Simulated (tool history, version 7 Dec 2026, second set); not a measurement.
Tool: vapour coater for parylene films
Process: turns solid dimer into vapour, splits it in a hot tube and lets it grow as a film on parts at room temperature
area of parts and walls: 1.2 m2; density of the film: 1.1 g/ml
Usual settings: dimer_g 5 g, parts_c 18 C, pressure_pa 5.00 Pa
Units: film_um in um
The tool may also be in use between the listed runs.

Run 1, hour 0.0: usual settings. Result: film_um 2.29 um.
Run 2, hour 40.7: usual settings but pressure_pa 5.81 Pa. Result: film_um 2.27 um.
Run 3, hour 77.6: usual settings but pressure_pa 5.81 Pa. Result: film_um 2.21 um.
Run 4, hour 135.0: usual settings but dimer_g 7 g. Result: film_um 3.19 um.
Run 5, hour 210.2: usual settings but dimer_g 7 g. Result: film_um 3.52 um.
Run 6, hour 248.3: usual settings. Result: film_um 2.50 um.
Run 7, hour 321.3: usual settings. Result: film_um 2.47 um.
Run 8, hour 364.3: usual settings. Result: film_um 2.53 um.
Run 9, hour 434.7: usual settings. Result: film_um 2.42 um.
Run 10, hour 507.8: usual settings but dimer_g 4 g. Result: film_um 2.00 um.
Run 11, hour 576.7: usual settings but dimer_g 4 g. Result: film_um 1.94 um.
Run 12, hour 646.4: usual settings but parts_c 28 C. Result: film_um 1.55 um.
Run 13, hour 678.7: usual settings but parts_c 28 C. Result: film_um 1.55 um.
Run 14, hour 752.2: usual settings but dimer_g 7 g, parts_c 23 C, pressure_pa 9.32 Pa. Result: film_um 2.58 um.
Run 15, hour 785.6: usual settings but parts_c 14 C. Result: film_um 3.00 um.
Run 16, hour 822.5: usual settings but dimer_g 7 g, parts_c 14 C, pressure_pa 10.85 Pa. Result: film_um 3.74 um.
Run 17, hour 871.1: usual settings but dimer_g 7 g, parts_c 14 C, pressure_pa 10.85 Pa. Result: film_um 3.75 um.
Run 18, hour 934.8: usual settings but dimer_g 7 g, parts_c 13 C, pressure_pa 4.78 Pa. Result: film_um 4.41 um.
Run 19, hour 974.7: usual settings but parts_c 28 C. Result: film_um 1.57 um.
Run 20, hour 1004.6: usual settings but parts_c 28 C. Result: film_um 1.54 um.
Run 21, hour 1053.0: usual settings but parts_c 28 C. Result: film_um 1.56 um.
Run 22, hour 1120.9: usual settings but parts_c 28 C. Result: film_um 1.56 um.
Run 23, hour 1164.1: usual settings but parts_c 28 C. Result: film_um 1.55 um.
Run 24, hour 1226.1: usual settings but parts_c 28 C. Result: film_um 1.53 um.

Not shown: 2 entries that the log had between the listed runs. Between which runs, and how does the tool's hidden state differ before and after?
Between runs 4 and 5: trap's valve overhauled (hour 197.6)
  vapour lost through the trap's worn valve, %: 9.8 -> 0.1; true temperature of the parts over the reading, C: 0.61 -> 0.62
  measured less the result without the state, film_um: -0.44 -> -0.11 um
Between runs 13 and 14: table's thermometer calibrated (hour 727.0)
  vapour lost through the trap's worn valve, %: 3.1 -> 3.5; true temperature of the parts over the reading, C: 0.69 -> -0.1
  measured less the result without the state, film_um: -0.10 -> -0.08 um

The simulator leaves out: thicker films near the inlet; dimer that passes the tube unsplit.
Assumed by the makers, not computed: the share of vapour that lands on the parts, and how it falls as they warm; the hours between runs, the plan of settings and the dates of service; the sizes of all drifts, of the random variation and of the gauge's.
